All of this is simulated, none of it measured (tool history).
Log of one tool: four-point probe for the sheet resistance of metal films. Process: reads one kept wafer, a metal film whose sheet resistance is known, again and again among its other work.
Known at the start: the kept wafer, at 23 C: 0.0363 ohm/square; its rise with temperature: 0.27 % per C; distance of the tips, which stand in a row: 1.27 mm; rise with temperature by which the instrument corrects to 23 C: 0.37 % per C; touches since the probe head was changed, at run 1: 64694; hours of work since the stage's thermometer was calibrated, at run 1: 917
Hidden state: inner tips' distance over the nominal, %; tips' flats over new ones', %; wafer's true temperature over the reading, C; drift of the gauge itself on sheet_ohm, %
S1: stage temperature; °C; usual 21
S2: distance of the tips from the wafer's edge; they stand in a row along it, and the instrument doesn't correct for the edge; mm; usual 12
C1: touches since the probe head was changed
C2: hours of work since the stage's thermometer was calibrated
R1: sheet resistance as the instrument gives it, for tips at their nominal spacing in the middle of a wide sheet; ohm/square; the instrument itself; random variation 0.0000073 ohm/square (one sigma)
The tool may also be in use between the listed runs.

| run | day | S1 | S2 | C1 | C2 | R1 |
|---|---|---|---|---|---|---|
| 1 | 0 | 21 | 12 | 64694 | 917 | 0.036606 |
| 2 | 2.271 | 21 | 12 | 65780 | 952 | 0.036591 |
| 3 | 3.817 | 21 | 12 | 66521 | 975 | 0.036581 |
| 4 | 6.088 | 21 | 12 | 67608 | 1010 | 0.036582 |
| 5 | 9.488 | 21 | 12 | 69235 | 1062 | 0.036589 |
| 6 | 12.538 | 21 | 12 | 70695 | 1109 | 0.036595 |
| 7 | 16.275 | 21 | 12 | 72484 | 1166 | 0.036594 |
| 8 | 18.379 | 27 | 12 | 73491 | 1198 | 0.03636 |
| 9 | 21.367 | 27 | 12 | 74921 | 1244 | 0.036364 |
| 10 | 23.308 | 27 | 6 | 75852 | 1274 | 0.037015 |
| 11 | 25.675 | 27 | 6 | 76985 | 1310 | 0.036993 |
| 12 | 28.842 | 27 | 6 | 78500 | 1359 | 0.036997 |
| 13 | 31.825 | 27 | 6 | 79929 | 1404 | 0.037006 |
| 14 | 35.508 | 27 | 6 | 81692 | 1461 | 0.037009 |
| 15 | 38.821 | 21 | 36 | 83276 | 1511 | 0.036393 |
| 16 | 41.279 | 21 | 12 | 84454 | 1549 | 0.036593 |
| 17 | 44.204 | 21 | 12 | 85854 | 1594 | 0.036581 |
| 18 | 47.467 | 21 | 12 | 87416 | 1644 | 0.036602 |
| 19 | 50.9 | 21 | 12 | 89058 | 1696 | 0.036588 |
| 20 | 53.975 | 23 | 12 | 90531 | 1744 | 0.036512 |
| 21 | 57.154 | 23 | 12 | 92053 | 1792 | 0.036527 |
| 22 | 59.746 | 23 | 12 | 93292 | 1832 | 0.036513 |
| 23 | 61.904 | 23 | 12 | 94326 | 1865 | 0.036513 |
|  | 64.146 | stage's thermometer calibrated |
| 24 | 64.579 | 18 | 62 | 95597 | 7 | 0.036492 |
| 25 | 67.267 | 33 | 8 | 96883 | 48 | 0.036429 |
| 26 | 69.879 | 33 | 8 | 98134 | 88 | 0.036449 |
| 27 | 71.833 | 33 | 8 | 99069 | 118 | 0.036436 |
| 28 | 74.554 | 23 | 12 | 100371 | 159 | 0.036514 |
| 29 | 77.225 | 31 | 3 | 101649 | 200 | 0.03915 |
| 30 | 80.512 | 18 | 49 | 103224 | 251 | 0.036499 |
| 31 | 84.012 | 24 | 6 | 104900 | 304 | 0.03712 |
| 32 | 86.712 | 33 | 17 | 106191 | 346 | 0.036056 |
| 33 | 89.867 | 33 | 17 | 107702 | 394 | 0.036038 |
| 34 | 93.058 | 19 | 13 | 109229 | 443 | 0.03664 |
| 35 | 95.425 | 19 | 13 | 110362 | 479 | 0.036627 |
| 36 | 97.008 | 23 | 22 | 111121 | 503 | 0.036372 |
| 37 | 100.558 | 18 | 8 | 112819 | 558 | 0.036973 |
| 38 | 102.525 | 21 | 13 | 113760 | 588 | 0.036556 |
| 39 | 105.479 | 21 | 8 | 115175 | 633 | 0.036853 |
| 40 | 107.688 | 21 | 25 | 116231 | 667 | 0.036423 |
| 41 | 110.267 | 21 | 4 | 117466 | 706 | 0.038243 |
| 42 | 112.475 | 27 | 12 | 118523 | 740 | 0.036368 |
| 43 | 114.971 | 27 | 12 | 119719 | 778 | 0.036385 |
| 44 | 118.3 | 27 | 12 | 121311 | 829 | 0.036383 |

5 ways to go on from here, each from the tool as it stands after run 44. What would each give?
| A | 121.812 | 26 | 12 | 122993 | 883 | ? |
| B | 121.812 | 21 | 3 | 122993 | 883 | ? |
| C | 121.812 | 29 | 3 | 122993 | 883 | ? |
| D | 121.812 | 26 | 11 | 122993 | 883 | ? |
| E | 121.812 | 30 | 6 | 122993 | 883 | ? |

| run | R1 |
|---|---|
| A | 0.036405 |
| B | 0.03954 |
| C | 0.039233 |
| D | 0.036449 |
| E | 0.0369 |
Without the tool's hidden state the same runs would have given:
| run | R1 |
|---|---|
| A | 0.036406 |
| B | 0.039541 |
| C | 0.039234 |
| D | 0.03645 |
| E | 0.036901 |
